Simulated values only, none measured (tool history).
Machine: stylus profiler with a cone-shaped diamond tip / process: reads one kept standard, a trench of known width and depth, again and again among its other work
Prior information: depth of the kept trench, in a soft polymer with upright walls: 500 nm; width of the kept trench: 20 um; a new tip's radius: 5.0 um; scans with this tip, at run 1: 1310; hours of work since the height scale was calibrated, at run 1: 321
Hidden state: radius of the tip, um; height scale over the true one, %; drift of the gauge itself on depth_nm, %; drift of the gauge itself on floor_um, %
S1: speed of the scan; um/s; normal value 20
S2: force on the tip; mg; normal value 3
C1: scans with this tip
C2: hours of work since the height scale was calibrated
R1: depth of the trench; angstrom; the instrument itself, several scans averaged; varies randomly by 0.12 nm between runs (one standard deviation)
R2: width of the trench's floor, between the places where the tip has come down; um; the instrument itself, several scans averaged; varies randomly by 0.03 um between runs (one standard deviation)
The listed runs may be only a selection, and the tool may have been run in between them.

run,hour,S1,S2,C1,C2,R1,R2
1,0,20,3,1310,321,5055.1,15.45
2,54.1,20,3,1427,349,5055.2,15.48
3,89.5,20,3,1504,368,5054,15.46
4,167.3,20,3,1672,409,5053.3,15.41
5,234.9,20,3,1819,445,5052,15.4
6,291.4,20,3,1942,475,5052.2,15.37
7,325.5,20,3,2015,493,5051.5,15.36
8,365.6,19,3,2102,514,5051.4,15.33
9,413.9,19,3,2207,540,5051.8,15.37
10,470.9,19,3,2331,570,5051.4,15.35
11,528.4,19,3,2455,601,5051.4,15.27
12,574.4,75,3,2555,625,5050.1,15.14
13,630.9,75,3,2678,655,5050.9,15.15
14,688.5,40,3,2803,686,5050,15.23
15,758.8,40,3,2955,723,5051.4,15.19
16,833.5,40,3,3117,763,5050.2,15.17
17,885.7,40,3,3230,790,5048,15.13
18,950.7,40,3,3371,825,5047.3,15.09
19,998.4,40,3,3474,850,5048.7,15.07
20,1030.9,40,3,3545,867,5049.3,15.09
21,1062.7,20,3,3614,884,5047,15.15
22,1124.4,28,1.38,3748,917,5023.1,15.07
23,1177.8,28,3.89,3864,945,5058.1,15.03
24,1249.4,28,3.89,4019,983,5058.6,15.13
25,1313.3,34,4.16,4157,1017,5060.1,14.97
26,1348.1,34,4.16,4233,1036,5060.3,15
27,1389,9,1.31,4322,1057,5020,15.05
28,1423,9,1.31,4395,1076,5020.6,14.98
29,1489.8,9,1.31,4540,1111,5018.4,15.02
# hour 1526.3: height scale calibrated on a step standard
30,1552.1,9,1.31,4674,14,5033.8,15.06
31,1588.7,9,1.31,4754,33,5036.6,14.95
32,1623.6,15,1.31,4829,52,5035.8,15
33,1669.8,13,5.99,4929,76,5096.6,14.99
34,1712.1,8,5.99,5021,99,5095.6,14.96
35,1783.4,19,4.98,5176,136,5084.1,14.93
36,1819,19,4.98,5253,155,5084.2,14.97
37,1871.4,19,3.12,5367,183,5060.8,14.88

Forecast run 38:
38,1926.6,19,3.12,5486,212,?,?

{"run 38": {"R1": 5058.2, "R2": 14.88}}
The same run, on a tool lacking any hidden state, would have yielded R1 5059.1 angstrom, R2 15.59 um.
